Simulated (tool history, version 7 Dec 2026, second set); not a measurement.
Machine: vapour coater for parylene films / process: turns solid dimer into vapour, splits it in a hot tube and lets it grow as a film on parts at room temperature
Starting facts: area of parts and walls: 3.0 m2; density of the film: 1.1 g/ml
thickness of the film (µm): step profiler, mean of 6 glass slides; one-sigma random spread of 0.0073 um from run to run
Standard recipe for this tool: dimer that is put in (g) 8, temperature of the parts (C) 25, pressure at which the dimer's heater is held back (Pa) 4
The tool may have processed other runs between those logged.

run	hour	dimer that is put in (g)	temperature of the parts (C)	pressure at which the dimer's heater is held back (Pa)	thickness of the film (µm)
1	0	8	25	4	1.326
2	72.7	8	25	4	1.316
3	145.8	8	25	4	1.298
4	216	8	21	4	1.375
5	263.1	8	21	4	1.383
6	327	3	25	4	0.47
7	367.7	3	32	4	0.437
# hour 380.5: trap's valve overhauled
8	444.5	5	25	4	0.845
9	501.5	5	25	4	0.848
10	568.9	5	25	4	0.826
11	632.3	8	25	4	1.333
12	698.7	8	25	9.29	1.14
13	741.1	8	25	9.29	1.137
14	779.4	8	25	9.29	1.107
15	843.8	8	25	4	1.307
16	892	8	25	4	1.302
17	935.2	8	31	4	1.186
18	1007.4	8	31	4	1.188
19	1074.6	8	26	4	1.269
20	1126.6	8	26	4	1.255
# hour 1173.2: trap's valve overhauled
21	1183.3	8	22	7.74	1.248
22	1236.5	4	18	8.61	0.645
23	1282.7	4	18	8.61	0.653
24	1340.3	4	18	8.61	0.647
25	1391.3	4	18	8.61	0.644
26	1426.6	7	25	7.49	1.029
27	1499.8	4	27	4.1	0.624
28	1553.7	5	20	10.62	0.74
29	1597	11	20	2.56	2.116
30	1630.7	4	21	3.15	0.734
31	1662.7	4	21	3.15	0.723
32	1731.7	10	28	5.51	1.474
33	1765.4	8	23	2.04	1.524
34	1804.4	9	25	4	1.454
35	1849.7	12	25	4.89	1.872
# hour 1892: table's thermometer calibrated
36	1913.4	14	25	4	2.258
# hour 1967.8: trap's valve overhauled
37	1973.5	14	25	4	2.394

Forecast each of these 3 alternatives for the next run:
A	2022.8	8	37	4	?
B	2022.8	3	20	3.38	?
C	2022.8	9	33	4	?

run	thickness of the film (µm)
A	1.139
B	0.561
C	1.356
With the hidden condition removed and each run's random variation left untouched, the same runs would have given:
run	thickness of the film (µm)
A	1.148
B	0.566
C	1.367

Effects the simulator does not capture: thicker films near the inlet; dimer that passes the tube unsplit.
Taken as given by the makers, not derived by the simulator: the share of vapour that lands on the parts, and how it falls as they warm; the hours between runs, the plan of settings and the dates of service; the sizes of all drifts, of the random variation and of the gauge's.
